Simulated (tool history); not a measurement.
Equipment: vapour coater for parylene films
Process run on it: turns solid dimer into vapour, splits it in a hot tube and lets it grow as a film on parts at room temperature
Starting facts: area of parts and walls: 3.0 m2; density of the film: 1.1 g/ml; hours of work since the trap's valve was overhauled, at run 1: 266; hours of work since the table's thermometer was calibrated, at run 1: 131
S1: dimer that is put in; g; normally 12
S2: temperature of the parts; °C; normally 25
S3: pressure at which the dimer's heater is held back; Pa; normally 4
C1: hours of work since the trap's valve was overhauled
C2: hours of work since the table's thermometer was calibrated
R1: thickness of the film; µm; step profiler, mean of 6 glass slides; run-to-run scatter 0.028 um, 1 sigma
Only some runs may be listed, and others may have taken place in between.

{"run": 1, "hour": 0.0, "S1": 12, "S2": 25, "S3": 4, "C1": 266, "C2": 131, "R1": 2.24}
{"run": 2, "hour": 16.4, "S1": 12, "S2": 25, "S3": 4, "C1": 274, "C2": 138, "R1": 2.24}
{"run": 3, "hour": 31.0, "S1": 12, "S2": 25, "S3": 4, "C1": 280, "C2": 145, "R1": 2.26}
{"run": 4, "hour": 47.9, "S1": 12, "S2": 25, "S3": 8.42, "C1": 288, "C2": 152, "R1": 1.94}
{"run": 5, "hour": 61.8, "S1": 20, "S2": 25, "S3": 8.42, "C1": 294, "C2": 159, "R1": 3.19}
{"run": 6, "hour": 73.9, "S1": 14, "S2": 25, "S3": 8.42, "C1": 299, "C2": 164, "R1": 2.28}
{"run": 7, "hour": 88.8, "S1": 12, "S2": 25, "S3": 4, "C1": 306, "C2": 171, "R1": 2.25}
{"run": 8, "hour": 104.5, "S1": 12, "S2": 25, "S3": 4, "C1": 313, "C2": 178, "R1": 2.27}
{"run": 9, "hour": 114.2, "S1": 12, "S2": 34, "S3": 4, "C1": 318, "C2": 182, "R1": 1.6}
{"run": 10, "hour": 127.4, "S1": 12, "S2": 25, "S3": 4, "C1": 324, "C2": 188, "R1": 2.25}
{"run": 11, "hour": 138.4, "S1": 12, "S2": 25, "S3": 4, "C1": 328, "C2": 193, "R1": 2.26}
{"run": 12, "hour": 148.4, "S1": 12, "S2": 25, "S3": 4, "C1": 333, "C2": 198, "R1": 2.23}
{"run": 13, "hour": 167.5, "S1": 12, "S2": 25, "S3": 4, "C1": 342, "C2": 206, "R1": 2.27}
{"run": 14, "hour": 186.2, "S1": 12, "S2": 25, "S3": 4, "C1": 350, "C2": 215, "R1": 2.22}
{"run": 15, "hour": 205.9, "S1": 12, "S2": 25, "S3": 4, "C1": 359, "C2": 223, "R1": 2.25}
{"run": 16, "hour": 225.3, "S1": 12, "S2": 25, "S3": 4, "C1": 368, "C2": 232, "R1": 2.22}
{"run": 17, "hour": 242.1, "S1": 12, "S2": 25, "S3": 4, "C1": 375, "C2": 240, "R1": 2.23}
{"run": 18, "hour": 256.8, "S1": 12, "S2": 25, "S3": 4, "C1": 382, "C2": 246, "R1": 2.19}
{"run": 19, "hour": 273.8, "S1": 12, "S2": 25, "S3": 4, "C1": 389, "C2": 254, "R1": 2.18}
{"run": 20, "hour": 298.0, "S1": 12, "S2": 25, "S3": 4, "C1": 400, "C2": 265, "R1": 2.18}
{"run": 21, "hour": 311.2, "S1": 12, "S2": 25, "S3": 4, "C1": 406, "C2": 271, "R1": 2.2}
{"run": 22, "hour": 328.3, "S1": 12, "S2": 25, "S3": 4, "C1": 414, "C2": 278, "R1": 2.15}
{"run": 23, "hour": 351.9, "S1": 12, "S2": 25, "S3": 4, "C1": 424, "C2": 289, "R1": 2.21}
{"run": 24, "hour": 367.0, "S1": 12, "S2": 25, "S3": 4, "C1": 431, "C2": 296, "R1": 2.14}
{"hour": 373.0, "done": "trap's valve overhauled"}
{"run": 25, "hour": 386.9, "S1": 6, "S2": 31, "S3": 4, "C1": 6, "C2": 303, "R1": 0.86}
{"run": 26, "hour": 397.7, "S1": 15, "S2": 18, "S3": 3.6, "C1": 11, "C2": 308, "R1": 3.43}
{"run": 27, "hour": 409.4, "S1": 15, "S2": 28, "S3": 9.16, "C1": 16, "C2": 313, "R1": 2.04}
{"hour": 429.1, "done": "trap's valve overhauled, once more"}
{"run": 28, "hour": 430.9, "S1": 15, "S2": 28, "S3": 9.16, "C1": 1, "C2": 321, "R1": 2.28}
{"run": 29, "hour": 453.5, "S1": 12, "S2": 31, "S3": 3.66, "C1": 11, "C2": 331, "R1": 1.97}
{"run": 30, "hour": 476.3, "S1": 12, "S2": 31, "S3": 3.66, "C1": 21, "C2": 341, "R1": 1.93}
{"run": 31, "hour": 498.5, "S1": 12, "S2": 17, "S3": 8.51, "C1": 31, "C2": 351, "R1": 2.75}
{"run": 32, "hour": 521.6, "S1": 12, "S2": 17, "S3": 8.51, "C1": 42, "C2": 362, "R1": 2.77}
{"run": 33, "hour": 535.9, "S1": 12, "S2": 17, "S3": 8.51, "C1": 48, "C2": 368, "R1": 2.72}
{"run": 34, "hour": 558.4, "S1": 8, "S2": 20, "S3": 6.08, "C1": 58, "C2": 378, "R1": 1.75}
{"run": 35, "hour": 571.9, "S1": 12, "S2": 31, "S3": 7.47, "C1": 64, "C2": 384, "R1": 1.72}
{"run": 36, "hour": 589.7, "S1": 5, "S2": 35, "S3": 3.48, "C1": 72, "C2": 392, "R1": 0.7}
{"run": 37, "hour": 610.8, "S1": 5, "S2": 35, "S3": 3.48, "C1": 82, "C2": 402, "R1": 0.69}
{"run": 38, "hour": 622.8, "S1": 5, "S2": 35, "S3": 3.48, "C1": 87, "C2": 407, "R1": 0.73}
{"run": 39, "hour": 642.6, "S1": 8, "S2": 25, "S3": 4, "C1": 96, "C2": 416, "R1": 1.58}
{"run": 40, "hour": 663.8, "S1": 7, "S2": 25, "S3": 2.36, "C1": 106, "C2": 426, "R1": 1.48}
{"run": 41, "hour": 680.1, "S1": 12, "S2": 35, "S3": 4, "C1": 113, "C2": 433, "R1": 1.64}
{"run": 42, "hour": 698.3, "S1": 12, "S2": 35, "S3": 4, "C1": 121, "C2": 441, "R1": 1.65}
{"run": 43, "hour": 721.2, "S1": 12, "S2": 25, "S3": 6.25, "C1": 131, "C2": 451, "R1": 2.16}
{"run": 44, "hour": 732.6, "S1": 13, "S2": 25, "S3": 6.27, "C1": 136, "C2": 457, "R1": 2.3}
{"run": 45, "hour": 752.6, "S1": 13, "S2": 25, "S3": 6.27, "C1": 145, "C2": 466, "R1": 2.31}
{"run": 46, "hour": 771.3, "S1": 21, "S2": 25, "S3": 2.5, "C1": 154, "C2": 474, "R1": 4.43}
{"run": 47, "hour": 790.5, "S1": 8, "S2": 28, "S3": 4, "C1": 163, "C2": 483, "R1": 1.43}

What if the next run were any one of these 4? Each begins from the tool's condition after run 47:
{"run": "A", "hour": 807.2, "S1": 8, "S2": 35, "S3": 8.69, "C1": 170, "C2": 490, "R1": "?"}
{"run": "B", "hour": 807.2, "S1": 6, "S2": 25, "S3": 4, "C1": 170, "C2": 490, "R1": "?"}
{"run": "C", "hour": 807.2, "S1": 7, "S2": 25, "S3": 8.04, "C1": 170, "C2": 490, "R1": "?"}
{"run": "D", "hour": 807.2, "S1": 12, "S2": 25, "S3": 4.72, "C1": 170, "C2": 490, "R1": "?"}

run=A R1=0.95
run=B R1=1.15
run=C R1=1.17
run=D R1=2.25
Stripped of hidden state, with their random variation kept, the same runs would have yielded:
run=A R1=0.97
run=B R1=1.18
run=C R1=1.2
run=D R1=2.31
